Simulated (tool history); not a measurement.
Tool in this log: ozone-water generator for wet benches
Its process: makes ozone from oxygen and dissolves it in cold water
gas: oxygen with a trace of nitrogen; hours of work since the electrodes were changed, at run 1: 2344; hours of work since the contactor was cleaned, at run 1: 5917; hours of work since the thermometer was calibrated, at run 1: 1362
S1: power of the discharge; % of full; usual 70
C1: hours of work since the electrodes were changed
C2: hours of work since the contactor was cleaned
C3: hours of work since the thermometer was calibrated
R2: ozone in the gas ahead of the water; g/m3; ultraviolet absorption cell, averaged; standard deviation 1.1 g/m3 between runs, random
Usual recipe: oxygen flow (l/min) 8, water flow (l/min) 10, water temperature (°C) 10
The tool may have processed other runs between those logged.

{"run": 1, "hour": 0.0, "S1": 70, "oxygen flow (l/min)": 8, "water flow (l/min)": 10, "water temperature (°C)": 10, "C1": 2344, "C2": 5917, "C3": 1362, "dissolved ozone (ppm)": 33.2, "R2": 209.4}
{"run": 2, "hour": 117.1, "S1": 70, "oxygen flow (l/min)": 8, "water flow (l/min)": 10, "water temperature (°C)": 16, "C1": 2450, "C2": 6023, "C3": 1468, "dissolved ozone (ppm)": 28.6, "R2": 209}
{"run": 3, "hour": 181.6, "S1": 53, "oxygen flow (l/min)": 8, "water flow (l/min)": 10, "water temperature (°C)": 10, "C1": 2508, "C2": 6081, "C3": 1527, "dissolved ozone (ppm)": 26.1, "R2": 162.9}
{"run": 4, "hour": 331.0, "S1": 53, "oxygen flow (l/min)": 8, "water flow (l/min)": 10, "water temperature (°C)": 10, "C1": 2644, "C2": 6217, "C3": 1662, "dissolved ozone (ppm)": 25.9, "R2": 164.1}
{"run": 5, "hour": 418.7, "S1": 53, "oxygen flow (l/min)": 8, "water flow (l/min)": 10, "water temperature (°C)": 10, "C1": 2723, "C2": 6296, "C3": 1741, "dissolved ozone (ppm)": 25.9, "R2": 163.7}
{"run": 6, "hour": 545.7, "S1": 53, "oxygen flow (l/min)": 8, "water flow (l/min)": 10, "water temperature (°C)": 10, "C1": 2838, "C2": 6411, "C3": 1856, "dissolved ozone (ppm)": 25.7, "R2": 164.2}
{"run": 7, "hour": 689.7, "S1": 53, "oxygen flow (l/min)": 8, "water flow (l/min)": 10, "water temperature (°C)": 10, "C1": 2968, "C2": 6541, "C3": 1987, "dissolved ozone (ppm)": 25.5, "R2": 163.2}
{"run": 8, "hour": 797.5, "S1": 53, "oxygen flow (l/min)": 8, "water flow (l/min)": 10, "water temperature (°C)": 10, "C1": 3066, "C2": 6639, "C3": 2084, "dissolved ozone (ppm)": 26, "R2": 163.6}
{"run": 9, "hour": 869.4, "S1": 53, "oxygen flow (l/min)": 8, "water flow (l/min)": 10, "water temperature (°C)": 10, "C1": 3131, "C2": 6704, "C3": 2150, "dissolved ozone (ppm)": 26.1, "R2": 163.9}
{"run": 10, "hour": 939.7, "S1": 70, "oxygen flow (l/min)": 7.59, "water flow (l/min)": 7, "water temperature (°C)": 6, "C1": 3195, "C2": 6768, "C3": 2213, "dissolved ozone (ppm)": 44.7, "R2": 214.7}
{"run": 11, "hour": 1034.7, "S1": 88, "oxygen flow (l/min)": 7.85, "water flow (l/min)": 7, "water temperature (°C)": 6, "C1": 3281, "C2": 6854, "C3": 2299, "dissolved ozone (ppm)": 54, "R2": 255.4}
{"run": 12, "hour": 1123.1, "S1": 50, "oxygen flow (l/min)": 6.12, "water flow (l/min)": 12, "water temperature (°C)": 16, "C1": 3361, "C2": 6934, "C3": 2379, "dissolved ozone (ppm)": 20.6, "R2": 182.1}
{"run": 13, "hour": 1270.2, "S1": 61, "oxygen flow (l/min)": 4.69, "water flow (l/min)": 10, "water temperature (°C)": 16, "C1": 3494, "C2": 7067, "C3": 2513, "dissolved ozone (ppm)": 29.3, "R2": 256.2}

Run 14, settings as shown, results not yet in. Your forecast:
{"run": 14, "hour": 1375.7, "S1": 61, "oxygen flow (l/min)": 4.69, "water flow (l/min)": 14, "water temperature (°C)": 16, "C1": 3590, "C2": 7163, "C3": 2608, "dissolved ozone (ppm)": "?", "R2": "?"}

For run 14 the tool returned dissolved ozone (ppm) 22.2, R2 254.8 g/m3.
With no hidden state in the tool, this same run would have given dissolved ozone (ppm) 24.5, R2 263.3 g/m3.
